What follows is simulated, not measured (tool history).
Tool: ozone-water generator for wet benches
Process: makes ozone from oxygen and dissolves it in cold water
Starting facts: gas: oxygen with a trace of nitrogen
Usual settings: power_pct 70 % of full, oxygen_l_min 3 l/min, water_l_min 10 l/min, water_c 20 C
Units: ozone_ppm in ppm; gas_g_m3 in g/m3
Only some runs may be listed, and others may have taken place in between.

run   hour  power_pct  oxygen_l_min  water_l_min  water_c  ozone_ppm  gas_g_m3
  1      0         70             3           10       20       18.1     204.2
  2   25.5         70             3           10       20         18     204.6
  3   57.7         70             3           10       20       18.2       202
  4   81.2         70             3           10       20       17.7     201.4
  5  113.3         70             3           10       20       18.1       202
  6  132.1         70             3           10       20         18     202.8
  7    152         70             3           10       18       18.7     203.1
  8  168.1         67          4.44           10       18       17.5     160.9
  9    192         55          5.37           10       16       15.1     120.8
 10  228.9         42          5.37           11       16       10.7      93.3
 11  253.3         88          4.91            8       14       29.2     194.3

5 ways to go on from here, each from the tool as it stands after run 11. What would each give?
  A  277.6         42          4.71           10       24          ?         ?
  B  277.6         51          2.79            8       17          ?         ?
  C  277.6         98          4.91            8       14          ?         ?
  D  277.6         55          2.42            8       19          ?         ?
  E  277.6         61          4.27            6       14          ?         ?

run  ozone_ppm  gas_g_m3
  A       10.2        99
  B       17.6     156.9
  C       32.3     214.4
  D       18.3     182.3
  E       26.6     148.7
The same runs, with their run-to-run variation unchanged, on a tool lacking any hidden condition would have given:
run  ozone_ppm  gas_g_m3
  A       10.6      99.4
  B       18.2     157.8
  C       33.7     216.6
  D         19     183.5
  E       27.5     149.7

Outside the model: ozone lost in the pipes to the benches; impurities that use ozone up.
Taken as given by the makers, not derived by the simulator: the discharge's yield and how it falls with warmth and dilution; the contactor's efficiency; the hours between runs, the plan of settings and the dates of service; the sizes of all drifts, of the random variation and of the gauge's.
